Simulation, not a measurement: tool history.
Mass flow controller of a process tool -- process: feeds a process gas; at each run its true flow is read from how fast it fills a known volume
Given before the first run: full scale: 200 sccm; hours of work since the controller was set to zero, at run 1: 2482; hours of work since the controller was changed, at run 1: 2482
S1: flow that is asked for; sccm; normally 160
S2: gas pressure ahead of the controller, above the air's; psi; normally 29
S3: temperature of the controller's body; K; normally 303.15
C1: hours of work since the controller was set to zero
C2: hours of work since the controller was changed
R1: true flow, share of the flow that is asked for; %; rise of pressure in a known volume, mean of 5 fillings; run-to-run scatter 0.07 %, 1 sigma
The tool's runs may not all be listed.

run,day,S1,S2,S3,C1,C2,R1
1,0,160,29,303.15,2482,2482,98.28
2,15.633,160,29,303.15,2606,2606,98.25
3,28.275,160,29,303.15,2707,2707,98.16
4,47.775,160,29,303.15,2861,2861,98.11
5,57.104,160,29,303.15,2936,2936,98.04
6,76.592,160,29,303.15,3090,3090,97.93
7,87.75,160,29,303.15,3179,3179,97.99
8,102.233,160,25.7,303.15,3294,3294,97.88
9,116.483,160,25.7,303.15,3407,3407,97.92
# day 118.296: controller's zero set anew
10,130.925,160,25.7,303.15,100,3521,97.47
11,146.671,160,39.2,313.15,225,3646,96.63
12,156.354,29,29,308.15,302,3723,91.05
13,169.942,47,40.2,299.15,410,3831,94.23
# day 183.754: controller's zero set anew, once more
14,184.717,47,40.2,305.15,8,3948,97.44
15,202.642,47,40.2,305.15,150,4090,97.28
16,215.696,160,32.3,304.15,254,4194,98.19
17,229.046,35,29,308.15,359,4300,96.59
18,237.929,29,29,294.15,430,4370,97.7
19,255.779,111,29,298.15,572,4512,98.24
20,272.471,111,29,298.15,704,4645,98.11

Below, some changes in R1 between adjacent runs. For each, the amount present without the hidden state too (settings, incoming material, random variation) and the amount remaining for the hidden state with gauge scatter not shared by both compared results:
What the log doesn't record here: flow at rest that the sensor doesn't see, % of full scale; true flow over the shown one, %; drift of the gauge itself on true_pct, %.
Run 11 -> 12: S1 160 -> 29, S2 39.2 -> 29, S3 313.15 -> 308.15. R1 -5.58 %: hidden state -4.8, all else -0.78.
Run 13 -> 14: S3 299.15 -> 305.15, controller's zero set anew, once more. R1 +3.21 %: hidden state +3.59, all else -0.38.

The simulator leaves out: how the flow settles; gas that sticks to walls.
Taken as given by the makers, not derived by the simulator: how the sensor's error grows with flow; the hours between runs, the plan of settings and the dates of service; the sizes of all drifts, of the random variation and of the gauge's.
